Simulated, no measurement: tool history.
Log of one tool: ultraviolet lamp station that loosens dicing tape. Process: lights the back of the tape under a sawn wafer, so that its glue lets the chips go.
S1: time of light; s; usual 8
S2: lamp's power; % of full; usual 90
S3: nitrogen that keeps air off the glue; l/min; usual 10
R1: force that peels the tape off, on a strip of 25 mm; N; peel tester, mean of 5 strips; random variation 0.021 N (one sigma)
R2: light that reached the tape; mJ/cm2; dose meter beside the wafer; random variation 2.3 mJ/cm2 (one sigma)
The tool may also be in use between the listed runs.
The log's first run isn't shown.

| run | hour | S1 | S2 | S3 | R1 | R2 |
|---|---|---|---|---|---|---|
| 2 | 18.7 | 13 | 90 | 10 | 0.560 | 325 |
| 3 | 38.0 | 8 | 90 | 3 | 2.670 | 196 |
| 4 | 63.0 | 8 | 90 | 3 | 2.697 | 197 |
| 5 | 85.4 | 8 | 90 | 16 | 1.285 | 197 |
| 6 | 103.2 | 8 | 90 | 16 | 1.297 | 193 |
| 7 | 124.9 | 8 | 88 | 10 | 1.684 | 191 |
|  | 137.2 | window cleaned of glue's vapour |
| 8 | 145.6 | 8 | 88 | 10 | 1.729 | 179 |
| 9 | 171.6 | 8 | 88 | 10 | 1.867 | 181 |
| 10 | 192.3 | 8 | 88 | 10 | 1.868 | 180 |
| 11 | 228.2 | 8 | 88 | 10 | 1.835 | 173 |
| 12 | 249.0 | 8 | 67 | 10 | 2.762 | 135 |
| 13 | 283.5 | 8 | 67 | 10 | 2.872 | 129 |
|  | 286.5 | window cleaned of glue's vapour, once more |
| 14 | 309.6 | 8 | 67 | 10 | 2.453 | 149 |
| 15 | 334.0 | 8 | 67 | 10 | 2.420 | 147 |
| 16 | 351.8 | 4 | 90 | 10 | 4.034 | 98 |
| 17 | 371.5 | 8 | 90 | 10 | 1.556 | 192 |
| 18 | 391.4 | 8 | 90 | 13 | 1.374 | 194 |
| 19 | 414.3 | 8 | 90 | 10 | 1.552 | 189 |
| 20 | 446.3 | 8 | 90 | 10 | 1.589 | 191 |
| 21 | 478.7 | 8 | 90 | 10 | 1.658 | 186 |
| 22 | 506.0 | 6 | 70 | 10 | 3.604 | 108 |
| 23 | 530.6 | 15 | 66 | 3 | 1.793 | 254 |

Run 24 comes next. What will it give?
| 24 | 550.9 | 14 | 75 | 8 | ? | ? |

R1: 0.937 N
R2: 268 mJ/cm2
Without the tool's hidden state the same run would have given R1 0.523 N, R2 354 mJ/cm2.
